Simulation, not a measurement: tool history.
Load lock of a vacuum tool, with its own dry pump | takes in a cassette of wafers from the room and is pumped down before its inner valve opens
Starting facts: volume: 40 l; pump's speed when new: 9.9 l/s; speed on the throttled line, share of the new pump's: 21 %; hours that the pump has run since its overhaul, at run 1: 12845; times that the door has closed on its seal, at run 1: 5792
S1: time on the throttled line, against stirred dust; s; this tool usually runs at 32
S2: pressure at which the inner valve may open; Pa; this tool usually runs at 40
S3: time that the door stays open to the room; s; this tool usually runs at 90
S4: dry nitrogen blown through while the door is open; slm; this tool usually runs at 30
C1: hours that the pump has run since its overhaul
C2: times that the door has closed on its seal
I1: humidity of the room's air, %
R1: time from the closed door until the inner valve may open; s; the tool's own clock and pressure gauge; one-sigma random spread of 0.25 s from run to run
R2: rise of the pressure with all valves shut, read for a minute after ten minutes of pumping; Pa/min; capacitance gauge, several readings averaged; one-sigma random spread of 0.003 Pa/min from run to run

{"run": 1, "hour": 0.0, "S1": 32, "S2": 40, "S3": 90, "S4": 30, "C1": 12845, "C2": 5792, "I1": 44.2, "R1": 60.2, "R2": 0.081}
{"run": 2, "hour": 387.3, "S1": 32, "S2": 40, "S3": 90, "S4": 14, "C1": 13232, "C2": 6249, "I1": 45.1, "R1": 60.5, "R2": 0.099}
{"run": 3, "hour": 804.2, "S1": 32, "S2": 40, "S3": 90, "S4": 14, "C1": 13649, "C2": 6742, "I1": 46.7, "R1": 60.7, "R2": 0.109}
{"run": 4, "hour": 1037.9, "S1": 32, "S2": 40, "S3": 90, "S4": 14, "C1": 13883, "C2": 7018, "I1": 44, "R1": 60.7, "R2": 0.112}
{"run": 5, "hour": 1390.7, "S1": 32, "S2": 40, "S3": 90, "S4": 14, "C1": 14236, "C2": 7434, "I1": 48.5, "R1": 61, "R2": 0.124}
{"run": 6, "hour": 1703.6, "S1": 32, "S2": 40, "S3": 90, "S4": 14, "C1": 14549, "C2": 7804, "I1": 46.8, "R1": 61.5, "R2": 0.126}
{"run": 7, "hour": 1887.6, "S1": 32, "S2": 40, "S3": 86, "S4": 30, "C1": 14733, "C2": 8021, "I1": 44.4, "R1": 61.1, "R2": 0.126}
{"run": 8, "hour": 2270.3, "S1": 32, "S2": 40, "S3": 86, "S4": 30, "C1": 15115, "C2": 8473, "I1": 44.2, "R1": 61.6, "R2": 0.134}
{"run": 9, "hour": 2557.7, "S1": 45, "S2": 53, "S3": 66, "S4": 39, "C1": 15403, "C2": 8813, "I1": 45.4, "R1": 70, "R2": 0.141}
{"run": 10, "hour": 2834.1, "S1": 45, "S2": 53, "S3": 66, "S4": 39, "C1": 15679, "C2": 9139, "I1": 42.1, "R1": 69.8, "R2": 0.149}
{"run": 11, "hour": 3082.1, "S1": 45, "S2": 53, "S3": 66, "S4": 39, "C1": 15927, "C2": 9432, "I1": 41.4, "R1": 70.3, "R2": 0.159}
{"run": 12, "hour": 3292.0, "S1": 37, "S2": 43, "S3": 90, "S4": 30, "C1": 16137, "C2": 9680, "I1": 43.4, "R1": 65.2, "R2": 0.157}

Alternative continuations, all from the tool just after run 12; predict every row:
{"run": "A", "hour": 3533.4, "S1": 32, "S2": 40, "S3": 90, "S4": 5, "C1": 16379, "C2": 9965, "I1": 46.2, "R1": "?", "R2": "?"}
{"run": "B", "hour": 3533.4, "S1": 32, "S2": 40, "S3": 78, "S4": 7, "C1": 16379, "C2": 9965, "I1": 45.9, "R1": "?", "R2": "?"}
{"run": "C", "hour": 3533.4, "S1": 60, "S2": 29, "S3": 114, "S4": 30, "C1": 16379, "C2": 9965, "I1": 45.1, "R1": "?", "R2": "?"}
{"run": "D", "hour": 3533.4, "S1": 32, "S2": 40, "S3": 42, "S4": 30, "C1": 16379, "C2": 9965, "I1": 44.1, "R1": "?", "R2": "?"}
{"run": "E", "hour": 3533.4, "S1": 44, "S2": 61, "S3": 90, "S4": 25, "C1": 16379, "C2": 9965, "I1": 44.1, "R1": "?", "R2": "?"}

run=A R1=61.5 R2=0.192
run=B R1=61.9 R2=0.174
run=C R1=84.3 R2=0.173
run=D R1=61.9 R2=0.164
run=E R1=69 R2=0.172
Without the tool's hidden state the same runs would have given:
run=A R1=57.2 R2=0.036
run=B R1=57.6 R2=0.022
run=C R1=80.8 R2=0.018
run=D R1=57.6 R2=0.006
run=E R1=65.4 R2=0.014

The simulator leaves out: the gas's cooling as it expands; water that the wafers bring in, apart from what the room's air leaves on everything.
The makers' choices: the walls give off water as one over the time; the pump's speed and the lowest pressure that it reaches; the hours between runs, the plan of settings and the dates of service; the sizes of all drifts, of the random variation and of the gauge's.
